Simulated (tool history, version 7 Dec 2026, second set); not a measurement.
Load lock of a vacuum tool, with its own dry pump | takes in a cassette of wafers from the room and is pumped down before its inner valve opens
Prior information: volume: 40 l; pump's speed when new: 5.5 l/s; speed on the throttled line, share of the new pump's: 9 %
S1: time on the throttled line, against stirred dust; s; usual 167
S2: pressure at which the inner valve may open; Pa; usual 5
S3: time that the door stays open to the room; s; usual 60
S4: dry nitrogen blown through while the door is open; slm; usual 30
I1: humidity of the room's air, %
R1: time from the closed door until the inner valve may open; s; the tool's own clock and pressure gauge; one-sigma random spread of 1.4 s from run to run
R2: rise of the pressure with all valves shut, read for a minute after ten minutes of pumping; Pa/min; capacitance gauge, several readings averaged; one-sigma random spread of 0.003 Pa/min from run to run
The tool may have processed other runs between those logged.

run 1 hour=0.0 | S1=167 S2=5 S3=60 S4=30 | I1=45.2 | R1=225.5 R2=0.110
run 2 hour=261.8 | S1=167 S2=5 S3=60 S4=30 | I1=47.5 | R1=225.5 R2=0.126
run 3 hour=455.1 | S1=167 S2=5 S3=60 S4=30 | I1=48.4 | R1=225.2 R2=0.142
run 4 hour=687.7 | S1=141 S2=5 S3=60 S4=30 | I1=46.1 | R1=203.0 R2=0.146
run 5 hour=836.2 | S1=141 S2=5 S3=60 S4=30 | I1=45.5 | R1=203.8 R2=0.157
run 6 hour=1012.3 | S1=167 S2=5 S3=60 S4=30 | I1=45.0 | R1=227.8 R2=0.166
run 7 hour=1158.3 | S1=167 S2=5 S3=60 S4=30 | I1=46.6 | R1=226.4 R2=0.172
run 8 hour=1350.5 | S1=167 S2=5 S3=60 S4=30 | I1=44.6 | R1=227.4 R2=0.188
run 9 hour=1525.2 | S1=167 S2=5 S3=60 S4=30 | I1=43.5 | R1=226.7 R2=0.190
run 10 hour=1699.2 | S1=167 S2=5 S3=35 S4=30 | I1=44.1 | R1=229.2 R2=0.191
run 11 hour=1806.4 | S1=167 S2=5 S3=35 S4=30 | I1=43.5 | R1=226.6 R2=0.196
run 12 hour=1943.9 | S1=167 S2=5 S3=35 S4=30 | I1=42.0 | R1=229.2 R2=0.211
run 13 hour=2116.1 | S1=167 S2=5 S3=35 S4=30 | I1=41.6 | R1=226.4 R2=0.213
run 14 hour=2282.8 | S1=167 S2=5 S3=35 S4=7 | I1=46.6 | R1=228.0 R2=0.241
run 15 hour=2455.1 | S1=167 S2=5 S3=35 S4=7 | I1=46.0 | R1=227.0 R2=0.251
run 16 hour=2618.7 | S1=167 S2=6 S3=68 S4=7 | I1=46.6 | R1=226.6 R2=0.286
run 17 hour=2775.1 | S1=110 S2=6 S3=25 S4=7 | I1=45.0 | R1=176.7 R2=0.265
run 18 hour=2983.4 | S1=110 S2=6 S3=25 S4=7 | I1=43.9 | R1=176.6 R2=0.279
run 19 hour=3229.7 | S1=110 S2=6 S3=25 S4=7 | I1=44.8 | R1=175.8 R2=0.304
run 20 hour=3377.5 | S1=188 S2=6 S3=55 S4=7 | I1=50.6 | R1=247.9 R2=0.338
run 21 hour=3492.2 | S1=105 S2=5 S3=60 S4=5 | I1=44.9 | R1=174.3 R2=0.342

For run 22, what comes out?
run 22 hour=3696.8 | S1=89 S2=6 S3=42 S4=13 | I1=44.8 | R1=? R2=?

{"run 22": {"R1": 158.7, "R2": 0.348}}
With the hidden condition absent and the run-to-run variation left alone, this run would have shown R1 152.2 s, R2 0.041 Pa/min.
